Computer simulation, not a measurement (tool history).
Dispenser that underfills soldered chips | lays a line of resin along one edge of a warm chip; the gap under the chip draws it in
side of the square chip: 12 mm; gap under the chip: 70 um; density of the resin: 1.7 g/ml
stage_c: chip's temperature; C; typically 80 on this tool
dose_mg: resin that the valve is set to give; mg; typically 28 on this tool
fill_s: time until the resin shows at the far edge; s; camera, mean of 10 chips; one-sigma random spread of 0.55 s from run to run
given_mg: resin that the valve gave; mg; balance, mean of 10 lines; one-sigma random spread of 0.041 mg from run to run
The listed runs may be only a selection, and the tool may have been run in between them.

run,hour,stage_c,dose_mg,fill_s,given_mg
1,0,80,28,58.7,28.1
2,8.3,80,28,59.8,28.01
3,11.9,80,28,74.6,28
4,17.4,80,28,62.4,28.04
5,23.5,80,28,53.5,27.98
6,31.1,80,35.6,49.9,35.45
7,35.3,80,32.6,66.9,32.46
8,40.9,82,28,52.2,27.8
9,47.8,80,28,52.2,27.79
10,55.2,80,28,46.5,27.61
11,59.6,80,28,63.7,27.6
12,68,80,28,61.5,27.65
13,75.4,80,28,56.6,27.56
14,79,80,28,70.1,27.58
15,87.9,80,28,70.1,27.95
16,94,80,28,58.1,27.9
17,97.7,80,28,75.1,27.87
18,103.9,80,28,65.7,27.92
19,109.7,82,28,51.9,27.81
20,116.3,82,28,47.6,27.71
21,121.4,82,28,66.5,27.72
22,126.9,71,28,80.9,27.77
23,133.6,71,28,71.2,27.54
24,138.4,71,28,98.5,27.65
25,144.9,69,28,92.5,27.53
26,153,69,28,89.1,27.48
27,157.8,87,31.6,38.3,31.01
28,161.7,84,26,56.5,25.49
29,170.4,87,24.4,46,24.36
30,173.9,68,31.3,111.8,31.34
31,180.7,77,34.5,71.3,34.39
32,186.1,77,34.5,58.2,34.38
33,194.5,77,34.5,58.4,34.31
34,202.8,66,25,86,24.78
35,206.5,66,25,109.5,24.67
36,213,66,25,95.7,24.73

Removed from this log: 27 entries logged between the listed runs. Between which two listed runs does each belong, and how does the tool's hidden state at the listed run before it compare with that at the listed run after it?
Runs 1 to 2: new syringe of resin (hour 4.6)
  resin's viscosity, % of fresh resin's: 128.1 -> 127.6; dose that the valve gives, % of what is set: 100.35 -> 100.14; true chip temperature over the reading, C: -0.42 -> -0.44
  measured value less the no-hidden-state value, fill_s: +13.4 -> +13.5 s; given_mg: +0.1 -> +0.03 mg
Runs 3 to 4: new syringe of resin (hour 12.9)
  resin's viscosity, % of fresh resin's: 161.8 -> 136; dose that the valve gives, % of what is set: 100.05 -> 99.92; true chip temperature over the reading, C: -0.45 -> -0.46
  measured value less the no-hidden-state value, fill_s: +29.2 -> +17.2 s; given_mg: +0.01 -> -0.02 mg
Runs 4 to 5: new syringe of resin (hour 21.2)
  resin's viscosity, % of fresh resin's: 136 -> 116.7; dose that the valve gives, % of what is set: 99.92 -> 99.76; true chip temperature over the reading, C: -0.46 -> -0.48
  measured value less the no-hidden-state value, fill_s: +17.2 -> +8.5 s; given_mg: -0.02 -> -0.07 mg
Runs 5 to 6: new syringe of resin (hour 29.6)
  resin's viscosity, % of fresh resin's: 116.7 -> 109; dose that the valve gives, % of what is set: 99.76 -> 99.57; true chip temperature over the reading, C: -0.48 -> -0.49
  measured value less the no-hidden-state value, fill_s: +8.5 -> +4.8 s; given_mg: -0.07 -> -0.15 mg
Runs 7 to 8: new syringe of resin (hour 37.9)
  resin's viscosity, % of fresh resin's: 144.5 -> 121.8; dose that the valve gives, % of what is set: 99.46 -> 99.33; true chip temperature over the reading, C: -0.5 -> -0.51
  measured value less the no-hidden-state value, fill_s: +21.5 -> +10.2 s; given_mg: -0.17 -> -0.19 mg
Runs 8 to 9: new syringe of resin (hour 46.4)
  resin's viscosity, % of fresh resin's: 121.8 -> 109.1; dose that the valve gives, % of what is set: 99.33 -> 99.15; true chip temperature over the reading, C: -0.51 -> -0.53
  measured value less the no-hidden-state value, fill_s: +10.2 -> +5.2 s; given_mg: -0.19 -> -0.23 mg
Runs 9 to 10: new syringe of resin (hour 55.1)
  resin's viscosity, % of fresh resin's: 109.1 -> 101; dose that the valve gives, % of what is set: 99.15 -> 98.96; true chip temperature over the reading, C: -0.53 -> -0.54
  measured value less the no-hidden-state value, fill_s: +5.2 -> +1.4 s; given_mg: -0.23 -> -0.29 mg
Runs 11 to 12: new syringe of resin (hour 63.6)
  resin's viscosity, % of fresh resin's: 135.5 -> 132.9; dose that the valve gives, % of what is set: 98.84 -> 98.63; true chip temperature over the reading, C: -0.55 -> -0.57
  measured value less the no-hidden-state value, fill_s: +17.7 -> +16.2 s; given_mg: -0.32 -> -0.38 mg
Runs 12 to 13: new syringe of resin (hour 72.4)
  resin's viscosity, % of fresh resin's: 132.9 -> 120.4; dose that the valve gives, % of what is set: 98.63 -> 98.44; true chip temperature over the reading, C: -0.57 -> -0.59
  measured value less the no-hidden-state value, fill_s: +16.2 -> +10.5 s; given_mg: -0.38 -> -0.43 mg
Runs 14 to 15: dispensing valve cleaned and set on the balance (hour 81.1); new syringe of resin (hour 81.8)
  resin's viscosity, % of fresh resin's: 153.4 -> 151.1; dose that the valve gives, % of what is set: 98.34 -> 99.78; true chip temperature over the reading, C: -0.6 -> -0.61
  measured value less the no-hidden-state value, fill_s: +25.4 -> +24.8 s; given_mg: -0.46 -> -0.06 mg
Runs 15 to 16: new syringe of resin (hour 90.4)
  resin's viscosity, % of fresh resin's: 151.1 -> 125.9; dose that the valve gives, % of what is set: 99.78 -> 99.65; true chip temperature over the reading, C: -0.61 -> -0.63
  measured value less the no-hidden-state value, fill_s: +24.8 -> +12.9 s; given_mg: -0.06 -> -0.1 mg
Runs 17 to 18: new syringe of resin (hour 98.6)
  resin's viscosity, % of fresh resin's: 161.6 -> 142.2; dose that the valve gives, % of what is set: 99.55 -> 99.4; true chip temperature over the reading, C: -0.64 -> -0.65
  measured value less the no-hidden-state value, fill_s: +29.6 -> +20.5 s; given_mg: -0.13 -> -0.17 mg
Runs 18 to 19: new syringe of resin (hour 106.9)
  resin's viscosity, % of fresh resin's: 142.2 -> 121.5; dose that the valve gives, % of what is set: 99.4 -> 99.27; true chip temperature over the reading, C: -0.65 -> -0.66
  measured value less the no-hidden-state value, fill_s: +20.5 -> +10.2 s; given_mg: -0.17 -> -0.2 mg
Runs 19 to 20: new syringe of resin (hour 115.1)
  resin's viscosity, % of fresh resin's: 121.5 -> 108.2; dose that the valve gives, % of what is set: 99.27 -> 99.12; true chip temperature over the reading, C: -0.66 -> -0.68
  measured value less the no-hidden-state value, fill_s: +10.2 -> +4.6 s; given_mg: -0.2 -> -0.24 mg
Runs 21 to 22: new syringe of resin (hour 123.6)
  resin's viscosity, % of fresh resin's: 151.2 -> 124.5; dose that the valve gives, % of what is set: 98.99 -> 98.85; true chip temperature over the reading, C: -0.69 -> -0.7
  measured value less the no-hidden-state value, fill_s: +23.7 -> +17.4 s; given_mg: -0.28 -> -0.33 mg
Runs 22 to 23: new syringe of resin (hour 131.8)
  resin's viscosity, % of fresh resin's: 124.5 -> 111.4; dose that the valve gives, % of what is set: 98.85 -> 98.68; true chip temperature over the reading, C: -0.7 -> -0.71
  measured value less the no-hidden-state value, fill_s: +17.4 -> +9 s; given_mg: -0.33 -> -0.37 mg
Runs 24 to 25: new syringe of resin (hour 140.5)
  resin's viscosity, % of fresh resin's: 153.7 -> 133.7; dose that the valve gives, % of what is set: 98.56 -> 98.4; true chip temperature over the reading, C: -0.72 -> -0.74
  measured value less the no-hidden-state value, fill_s: +36.2 -> +25.1 s; given_mg: -0.4 -> -0.45 mg
Runs 25 to 26: new syringe of resin (hour 149.1)
  resin's viscosity, % of fresh resin's: 133.7 -> 129.4; dose that the valve gives, % of what is set: 98.4 -> 98.21; true chip temperature over the reading, C: -0.74 -> -0.75
  measured value less the no-hidden-state value, fill_s: +25.1 -> +22.2 s; given_mg: -0.45 -> -0.5 mg
Runs 26 to 27: new syringe of resin (hour 157.4)
  resin's viscosity, % of fresh resin's: 129.4 -> 103.4; dose that the valve gives, % of what is set: 98.21 -> 98.09; true chip temperature over the reading, C: -0.75 -> -0.76
  measured value less the no-hidden-state value, fill_s: +22.2 -> +2.2 s; given_mg: -0.5 -> -0.61 mg
Runs 28 to 29: dispensing valve cleaned and set on the balance (hour 164.4); new syringe of resin (hour 167.2)
  resin's viscosity, % of fresh resin's: 133.8 -> 122.1; dose that the valve gives, % of what is set: 97.98 -> 100; true chip temperature over the reading, C: -0.77 -> -0.79
  measured value less the no-hidden-state value, fill_s: +15.5 -> +9.3 s; given_mg: -0.53 -> +0.01 mg
Runs 30 to 31: new syringe of resin (hour 175.8)
  resin's viscosity, % of fresh resin's: 154 -> 137.2; dose that the valve gives, % of what is set: 99.9 -> 99.73; true chip temperature over the reading, C: -0.8 -> -0.81
  measured value less the no-hidden-state value, fill_s: +41.1 -> +20.7 s; given_mg: -0.03 -> -0.1 mg
Runs 31 to 32: new syringe of resin (hour 184.2)
  resin's viscosity, % of fresh resin's: 137.2 -> 113.5; dose that the valve gives, % of what is set: 99.73 -> 99.59; true chip temperature over the reading, C: -0.81 -> -0.82
  measured value less the no-hidden-state value, fill_s: +20.7 -> +8.4 s; given_mg: -0.1 -> -0.14 mg
Runs 32 to 33: new syringe of resin (hour 192.9)
  resin's viscosity, % of fresh resin's: 113.5 -> 113.7; dose that the valve gives, % of what is set: 99.59 -> 99.38; true chip temperature over the reading, C: -0.82 -> -0.84
  measured value less the no-hidden-state value, fill_s: +8.4 -> +8.5 s; given_mg: -0.14 -> -0.22 mg
Runs 33 to 34: new syringe of resin (hour 201.4)
  resin's viscosity, % of fresh resin's: 113.7 -> 110.4; dose that the valve gives, % of what is set: 99.38 -> 99.17; true chip temperature over the reading, C: -0.84 -> -0.86
  measured value less the no-hidden-state value, fill_s: +8.5 -> +10.5 s; given_mg: -0.22 -> -0.2 mg
Runs 35 to 36: new syringe of resin (hour 210)
  resin's viscosity, % of fresh resin's: 141.4 -> 122.6; dose that the valve gives, % of what is set: 99.07 -> 98.91; true chip temperature over the reading, C: -0.86 -> -0.88
  measured value less the no-hidden-state value, fill_s: +34.6 -> +20.2 s; given_mg: -0.23 -> -0.27 mg

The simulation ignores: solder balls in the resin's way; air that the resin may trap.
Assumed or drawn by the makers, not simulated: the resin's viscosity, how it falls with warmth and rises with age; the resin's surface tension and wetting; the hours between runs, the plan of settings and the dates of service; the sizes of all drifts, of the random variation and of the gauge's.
